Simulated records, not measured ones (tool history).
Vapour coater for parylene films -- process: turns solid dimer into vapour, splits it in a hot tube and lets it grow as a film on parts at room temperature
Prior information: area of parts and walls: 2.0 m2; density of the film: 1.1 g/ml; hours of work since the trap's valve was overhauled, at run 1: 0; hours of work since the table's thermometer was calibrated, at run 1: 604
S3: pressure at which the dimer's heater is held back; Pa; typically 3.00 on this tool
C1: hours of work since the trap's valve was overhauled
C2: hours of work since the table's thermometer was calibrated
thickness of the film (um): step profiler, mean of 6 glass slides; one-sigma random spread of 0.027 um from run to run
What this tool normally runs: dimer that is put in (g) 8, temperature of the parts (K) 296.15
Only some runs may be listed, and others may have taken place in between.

run 1 hour=0.0 | dimer_that_is_put_in_(g)=8 temperature_of_the_parts_(K)=296.15 S3=3.00 | C1=0 C2=604 | thickness_of_the_film_(um)=3.08
run 2 hour=28.4 | dimer_that_is_put_in_(g)=8 temperature_of_the_parts_(K)=296.15 S3=6.85 | C1=14 C2=618 | thickness_of_the_film_(um)=2.67
run 3 hour=54.1 | dimer_that_is_put_in_(g)=8 temperature_of_the_parts_(K)=292.15 S3=3.00 | C1=27 C2=631 | thickness_of_the_film_(um)=3.56
run 4 hour=85.9 | dimer_that_is_put_in_(g)=8 temperature_of_the_parts_(K)=292.15 S3=3.00 | C1=43 C2=647 | thickness_of_the_film_(um)=3.57
run 5 hour=125.5 | dimer_that_is_put_in_(g)=8 temperature_of_the_parts_(K)=296.15 S3=6.79 | C1=62 C2=667 | thickness_of_the_film_(um)=2.63
run 6 hour=146.7 | dimer_that_is_put_in_(g)=8 temperature_of_the_parts_(K)=296.15 S3=2.19 | C1=73 C2=677 | thickness_of_the_film_(um)=3.27
run 7 hour=164.0 | dimer_that_is_put_in_(g)=3 temperature_of_the_parts_(K)=296.15 S3=2.19 | C1=82 C2=686 | thickness_of_the_film_(um)=1.19
run 8 hour=192.2 | dimer_that_is_put_in_(g)=3 temperature_of_the_parts_(K)=292.15 S3=2.19 | C1=96 C2=700 | thickness_of_the_film_(um)=1.31
run 9 hour=220.6 | dimer_that_is_put_in_(g)=3 temperature_of_the_parts_(K)=292.15 S3=2.19 | C1=110 C2=714 | thickness_of_the_film_(um)=1.30
run 10 hour=254.2 | dimer_that_is_put_in_(g)=3 temperature_of_the_parts_(K)=292.15 S3=2.19 | C1=126 C2=731 | thickness_of_the_film_(um)=1.29
run 11 hour=288.3 | dimer_that_is_put_in_(g)=3 temperature_of_the_parts_(K)=292.15 S3=2.19 | C1=143 C2=748 | thickness_of_the_film_(um)=1.27
run 12 hour=326.4 | dimer_that_is_put_in_(g)=3 temperature_of_the_parts_(K)=297.15 S3=2.19 | C1=162 C2=767 | thickness_of_the_film_(um)=1.14
run 13 hour=356.2 | dimer_that_is_put_in_(g)=3 temperature_of_the_parts_(K)=297.15 S3=2.19 | C1=177 C2=781 | thickness_of_the_film_(um)=1.14
run 14 hour=388.2 | dimer_that_is_put_in_(g)=3 temperature_of_the_parts_(K)=305.15 S3=2.19 | C1=193 C2=797 | thickness_of_the_film_(um)=0.79
run 15 hour=404.4 | dimer_that_is_put_in_(g)=3 temperature_of_the_parts_(K)=298.15 S3=2.19 | C1=201 C2=805 | thickness_of_the_film_(um)=1.07
run 16 hour=433.3 | dimer_that_is_put_in_(g)=3 temperature_of_the_parts_(K)=298.15 S3=2.19 | C1=216 C2=820 | thickness_of_the_film_(um)=1.07
run 17 hour=472.5 | dimer_that_is_put_in_(g)=3 temperature_of_the_parts_(K)=298.15 S3=2.19 | C1=235 C2=839 | thickness_of_the_film_(um)=1.08
run 18 hour=498.0 | dimer_that_is_put_in_(g)=3 temperature_of_the_parts_(K)=298.15 S3=2.19 | C1=248 C2=852 | thickness_of_the_film_(um)=1.06
run 19 hour=520.6 | dimer_that_is_put_in_(g)=3 temperature_of_the_parts_(K)=298.15 S3=2.19 | C1=259 C2=863 | thickness_of_the_film_(um)=1.08
run 20 hour=542.6 | dimer_that_is_put_in_(g)=8 temperature_of_the_parts_(K)=296.15 S3=2.11 | C1=270 C2=874 | thickness_of_the_film_(um)=3.10
run 21 hour=579.3 | dimer_that_is_put_in_(g)=8 temperature_of_the_parts_(K)=296.15 S3=2.11 | C1=288 C2=892 | thickness_of_the_film_(um)=3.15
run 22 hour=597.0 | dimer_that_is_put_in_(g)=8 temperature_of_the_parts_(K)=296.15 S3=2.11 | C1=297 C2=901 | thickness_of_the_film_(um)=3.12
run 23 hour=622.3 | dimer_that_is_put_in_(g)=8 temperature_of_the_parts_(K)=296.15 S3=2.11 | C1=310 C2=914 | thickness_of_the_film_(um)=3.10
run 24 hour=642.1 | dimer_that_is_put_in_(g)=8 temperature_of_the_parts_(K)=296.15 S3=2.11 | C1=319 C2=924 | thickness_of_the_film_(um)=3.08
run 25 hour=668.5 | dimer_that_is_put_in_(g)=8 temperature_of_the_parts_(K)=296.15 S3=2.11 | C1=333 C2=937 | thickness_of_the_film_(um)=3.12
run 26 hour=704.9 | dimer_that_is_put_in_(g)=8 temperature_of_the_parts_(K)=296.15 S3=2.11 | C1=351 C2=955 | thickness_of_the_film_(um)=3.06
run 27 hour=729.0 | dimer_that_is_put_in_(g)=3 temperature_of_the_parts_(K)=296.15 S3=7.89 | C1=363 C2=967 | thickness_of_the_film_(um)=0.90
run 28 hour=764.2 | dimer_that_is_put_in_(g)=3 temperature_of_the_parts_(K)=296.15 S3=7.89 | C1=380 C2=984 | thickness_of_the_film_(um)=0.86
run 29 hour=800.2 | dimer_that_is_put_in_(g)=8 temperature_of_the_parts_(K)=303.15 S3=9.77 | C1=398 C2=1002 | thickness_of_the_film_(um)=1.70
run 30 hour=838.0 | dimer_that_is_put_in_(g)=9 temperature_of_the_parts_(K)=305.15 S3=7.03 | C1=417 C2=1021 | thickness_of_the_film_(um)=1.85
run 31 hour=862.9 | dimer_that_is_put_in_(g)=8 temperature_of_the_parts_(K)=298.15 S3=3.00 | C1=429 C2=1034 | thickness_of_the_film_(um)=2.64
run 32 hour=881.2 | dimer_that_is_put_in_(g)=8 temperature_of_the_parts_(K)=298.15 S3=3.00 | C1=438 C2=1043 | thickness_of_the_film_(um)=2.62
run 33 hour=915.8 | dimer_that_is_put_in_(g)=8 temperature_of_the_parts_(K)=298.15 S3=3.00 | C1=456 C2=1060 | thickness_of_the_film_(um)=2.53
run 34 hour=949.8 | dimer_that_is_put_in_(g)=4 temperature_of_the_parts_(K)=296.15 S3=5.96 | C1=473 C2=1077 | thickness_of_the_film_(um)=1.22
run 35 hour=981.7 | dimer_that_is_put_in_(g)=4 temperature_of_the_parts_(K)=296.15 S3=5.96 | C1=488 C2=1093 | thickness_of_the_film_(um)=1.22
run 36 hour=1020.8 | dimer_that_is_put_in_(g)=8 temperature_of_the_parts_(K)=296.15 S3=11.97 | C1=508 C2=1112 | thickness_of_the_film_(um)=2.13
run 37 hour=1045.8 | dimer_that_is_put_in_(g)=6 temperature_of_the_parts_(K)=291.15 S3=9.71 | C1=520 C2=1125 | thickness_of_the_film_(um)=2.08
run 38 hour=1072.0 | dimer_that_is_put_in_(g)=3 temperature_of_the_parts_(K)=296.15 S3=3.09 | C1=533 C2=1138 | thickness_of_the_film_(um)=1.04
run 39 hour=1099.7 | dimer_that_is_put_in_(g)=3 temperature_of_the_parts_(K)=296.15 S3=3.09 | C1=547 C2=1151 | thickness_of_the_film_(um)=1.03
run 40 hour=1121.7 | dimer_that_is_put_in_(g)=3 temperature_of_the_parts_(K)=294.15 S3=2.50 | C1=558 C2=1162 | thickness_of_the_film_(um)=1.18
run 41 hour=1160.7 | dimer_that_is_put_in_(g)=3 temperature_of_the_parts_(K)=294.15 S3=2.50 | C1=577 C2=1182 | thickness_of_the_film_(um)=1.14
-- hour=1183.2 trap's valve overhauled
run 42 hour=1190.0 | dimer_that_is_put_in_(g)=8 temperature_of_the_parts_(K)=296.15 S3=6.55 | C1=3 C2=1194 | thickness_of_the_film_(um)=2.64
run 43 hour=1226.5 | dimer_that_is_put_in_(g)=8 temperature_of_the_parts_(K)=296.15 S3=5.83 | C1=22 C2=1212 | thickness_of_the_film_(um)=2.71

3 ways to go on from here, each from the tool as it stands after run 43. What would each give?
run A hour=1258.5 | dimer_that_is_put_in_(g)=9 temperature_of_the_parts_(K)=306.15 S3=5.56 | C1=37 C2=1228 | thickness_of_the_film_(um)=?
run B hour=1258.5 | dimer_that_is_put_in_(g)=5 temperature_of_the_parts_(K)=293.15 S3=2.22 | C1=37 C2=1228 | thickness_of_the_film_(um)=?
run C hour=1258.5 | dimer_that_is_put_in_(g)=8 temperature_of_the_parts_(K)=296.15 S3=2.14 | C1=37 C2=1228 | thickness_of_the_film_(um)=?

run=A thickness_of_the_film_(um)=2.00
run=B thickness_of_the_film_(um)=2.21
run=C thickness_of_the_film_(um)=3.27
With no hidden state in the tool, these same runs would have given:
run=A thickness_of_the_film_(um)=2.08
run=B thickness_of_the_film_(um)=2.22
run=C thickness_of_the_film_(um)=3.39
